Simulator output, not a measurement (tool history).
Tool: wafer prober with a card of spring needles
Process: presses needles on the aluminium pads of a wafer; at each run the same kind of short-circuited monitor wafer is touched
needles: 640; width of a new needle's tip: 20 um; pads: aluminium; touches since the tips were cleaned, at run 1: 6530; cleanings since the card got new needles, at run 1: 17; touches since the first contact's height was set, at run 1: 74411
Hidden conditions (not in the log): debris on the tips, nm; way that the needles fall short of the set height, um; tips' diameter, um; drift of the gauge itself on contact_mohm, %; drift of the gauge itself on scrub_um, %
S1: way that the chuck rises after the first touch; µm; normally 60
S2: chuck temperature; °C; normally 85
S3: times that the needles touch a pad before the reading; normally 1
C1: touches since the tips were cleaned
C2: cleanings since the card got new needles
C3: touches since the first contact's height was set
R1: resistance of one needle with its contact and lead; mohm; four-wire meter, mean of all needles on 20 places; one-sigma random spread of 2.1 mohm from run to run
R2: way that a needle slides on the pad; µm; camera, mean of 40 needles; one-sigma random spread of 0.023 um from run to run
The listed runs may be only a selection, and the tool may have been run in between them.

{"run": 1, "day": 0.0, "S1": 60, "S2": 85, "S3": 1, "C1": 6530, "C2": 17, "C3": 74411, "R1": 276, "R2": 14.43}
{"day": 0.242, "done": "tips cleaned on abrasive film"}
{"run": 2, "day": 0.967, "S1": 60, "S2": 85, "S3": 1, "C1": 8612, "C2": 18, "C3": 85831, "R1": 277, "R2": 14.29}
{"day": 1.054, "done": "tips cleaned on abrasive film"}
{"day": 1.271, "done": "height of the first contact set anew"}
{"day": 1.829, "done": "tips cleaned on abrasive film"}
{"run": 3, "day": 1.829, "S1": 60, "S2": 85, "S3": 1, "C1": 0, "C2": 20, "C3": 6539, "R1": 232, "R2": 14.61}
{"run": 4, "day": 2.317, "S1": 60, "S2": 85, "S3": 1, "C1": 5816, "C2": 20, "C3": 12355, "R1": 271, "R2": 14.61}
{"day": 2.583, "done": "tips cleaned on abrasive film"}
{"run": 5, "day": 3.15, "S1": 60, "S2": 85, "S3": 1, "C1": 6722, "C2": 21, "C3": 22191, "R1": 273, "R2": 14.56}
{"day": 3.375, "done": "tips cleaned on abrasive film"}
{"run": 6, "day": 3.892, "S1": 48, "S2": 85, "S3": 1, "C1": 6142, "C2": 22, "C3": 30918, "R1": 302, "R2": 11.61}
{"day": 4.129, "done": "tips cleaned on abrasive film"}
{"run": 7, "day": 4.767, "S1": 48, "S2": 85, "S3": 2, "C1": 7570, "C2": 23, "C3": 41251, "R1": 275, "R2": 11.56}
{"day": 4.946, "done": "tips cleaned on abrasive film"}
{"day": 5.754, "done": "tips cleaned on abrasive film"}
{"run": 8, "day": 5.808, "S1": 60, "S2": 52, "S3": 1, "C1": 652, "C2": 25, "C3": 53517, "R1": 236, "R2": 14.44}
{"day": 6.512, "done": "tips cleaned on abrasive film"}
{"run": 9, "day": 6.512, "S1": 60, "S2": 52, "S3": 1, "C1": 0, "C2": 26, "C3": 61826, "R1": 222, "R2": 14.42}
{"day": 7.321, "done": "tips cleaned on abrasive film"}
{"run": 10, "day": 7.388, "S1": 60, "S2": 32, "S3": 1, "C1": 765, "C2": 27, "C3": 72140, "R1": 231, "R2": 14.38}
{"run": 11, "day": 7.9, "S1": 75, "S2": 32, "S3": 1, "C1": 6855, "C2": 27, "C3": 78230, "R1": 253, "R2": 18.12}
{"day": 8.117, "done": "tips cleaned on abrasive film"}
{"day": 8.821, "done": "height of the first contact set anew"}
{"run": 12, "day": 8.821, "S1": 75, "S2": 32, "S3": 1, "C1": 8189, "C2": 28, "C3": 0, "R1": 252, "R2": 18.31}
{"day": 8.888, "done": "tips cleaned on abrasive film"}
{"day": 9.638, "done": "tips cleaned on abrasive film"}
{"run": 13, "day": 9.738, "S1": 60, "S2": 59, "S3": 1, "C1": 1170, "C2": 30, "C3": 10755, "R1": 242, "R2": 14.6}
{"run": 14, "day": 10.229, "S1": 60, "S2": 85, "S3": 1, "C1": 6994, "C2": 30, "C3": 16579, "R1": 279, "R2": 14.61}
{"day": 10.408, "done": "tips cleaned on abrasive film"}
{"run": 15, "day": 10.812, "S1": 60, "S2": 85, "S3": 1, "C1": 4782, "C2": 31, "C3": 23482, "R1": 273, "R2": 14.55}
{"day": 11.217, "done": "tips cleaned on abrasive film"}
{"run": 16, "day": 11.325, "S1": 60, "S2": 35, "S3": 1, "C1": 1274, "C2": 32, "C3": 29509, "R1": 241, "R2": 14.49}
{"day": 12.05, "done": "tips cleaned on abrasive film"}
{"run": 17, "day": 12.283, "S1": 67, "S2": 47, "S3": 3, "C1": 2779, "C2": 33, "C3": 40837, "R1": 224, "R2": 16.21}
{"day": 12.871, "done": "tips cleaned on abrasive film"}
{"run": 18, "day": 13.454, "S1": 67, "S2": 47, "S3": 3, "C1": 6951, "C2": 34, "C3": 54668, "R1": 231, "R2": 16.2}
{"day": 13.621, "done": "tips cleaned on abrasive film"}
{"day": 14.362, "done": "tips cleaned on abrasive film"}
{"run": 19, "day": 14.588, "S1": 67, "S2": 47, "S3": 3, "C1": 2635, "C2": 36, "C3": 67991, "R1": 229, "R2": 16.15}
{"day": 15.142, "done": "tips cleaned on abrasive film"}
{"run": 20, "day": 15.238, "S1": 46, "S2": 58, "S3": 2, "C1": 1131, "C2": 37, "C3": 75664, "R1": 247, "R2": 10.96}
{"run": 21, "day": 15.829, "S1": 60, "S2": 98, "S3": 2, "C1": 8139, "C2": 37, "C3": 82672, "R1": 263, "R2": 14.38}
{"day": 15.912, "done": "tips cleaned on abrasive film"}
{"day": 16.425, "done": "height of the first contact set anew"}
{"run": 22, "day": 16.658, "S1": 60, "S2": 98, "S3": 2, "C1": 8699, "C2": 38, "C3": 2760, "R1": 264, "R2": 14.66}
{"day": 16.729, "done": "tips cleaned on abrasive film"}
{"day": 17.55, "done": "tips cleaned on abrasive film"}
{"run": 23, "day": 17.8, "S1": 42, "S2": 85, "S3": 1, "C1": 2987, "C2": 40, "C3": 16225, "R1": 301, "R2": 10.15}
{"day": 18.304, "done": "tips cleaned on abrasive film"}
{"run": 24, "day": 18.533, "S1": 42, "S2": 85, "S3": 1, "C1": 2719, "C2": 41, "C3": 24875, "R1": 308, "R2": 10.15}
{"day": 19.058, "done": "tips cleaned on abrasive film"}
{"run": 25, "day": 19.412, "S1": 42, "S2": 85, "S3": 1, "C1": 4190, "C2": 42, "C3": 35242, "R1": 317, "R2": 10.12}
{"day": 19.892, "done": "tips cleaned on abrasive film"}
{"run": 26, "day": 20.138, "S1": 72, "S2": 37, "S3": 1, "C1": 2909, "C2": 43, "C3": 43788, "R1": 242, "R2": 17.46}
{"day": 20.658, "done": "tips cleaned on abrasive film"}
{"run": 27, "day": 20.829, "S1": 60, "S2": 70, "S3": 2, "C1": 1984, "C2": 44, "C3": 51925, "R1": 244, "R2": 14.48}
{"day": 21.454, "done": "tips cleaned on abrasive film"}
{"run": 28, "day": 21.646, "S1": 51, "S2": 43, "S3": 1, "C1": 2247, "C2": 45, "C3": 61572, "R1": 269, "R2": 12.25}
{"day": 22.267, "done": "tips cleaned on abrasive film"}
{"run": 29, "day": 22.696, "S1": 51, "S2": 43, "S3": 1, "C1": 5082, "C2": 46, "C3": 73971, "R1": 292, "R2": 12.19}
{"day": 23.042, "done": "tips cleaned on abrasive film"}
{"day": 23.792, "done": "tips cleaned on abrasive film"}
{"run": 30, "day": 23.792, "S1": 76, "S2": 36, "S3": 3, "C1": 0, "C2": 48, "C3": 86873, "R1": 214, "R2": 18.21}
{"day": 24.012, "done": "height of the first contact set anew"}
{"day": 24.554, "done": "tips cleaned on abrasive film"}
{"run": 31, "day": 24.879, "S1": 66, "S2": 44, "S3": 1, "C1": 3847, "C2": 49, "C3": 10214, "R1": 251, "R2": 16.09}
{"day": 25.354, "done": "tips cleaned on abrasive film"}
{"run": 32, "day": 25.775, "S1": 66, "S2": 44, "S3": 1, "C1": 5015, "C2": 50, "C3": 20806, "R1": 262, "R2": 16.03}

Predict each of these 3 candidate next runs independently; none follows another, all start after run 32:
{"day": 26.096, "done": "tips cleaned on abrasive film"}
{"run": "A", "day": 26.671, "S1": 41, "S2": 78, "S3": 1, "C1": 6788, "C2": 51, "C3": 31350, "R1": "?", "R2": "?"}
{"day": 26.096, "done": "tips cleaned on abrasive film"}
{"run": "B", "day": 26.671, "S1": 75, "S2": 44, "S3": 1, "C1": 6788, "C2": 51, "C3": 31350, "R1": "?", "R2": "?"}
{"day": 26.096, "done": "tips cleaned on abrasive film"}
{"run": "C", "day": 26.671, "S1": 66, "S2": 39, "S3": 2, "C1": 6788, "C2": 51, "C3": 31350, "R1": "?", "R2": "?"}

run=A R1=342 R2=9.93
run=B R1=250 R2=18.28
run=C R1=241 R2=16.05
Without the tool's unlogged condition, the same runs would have read:
run=A R1=231 R2=9.99
run=B R1=210 R2=18.35
run=C R1=211 R2=16.12
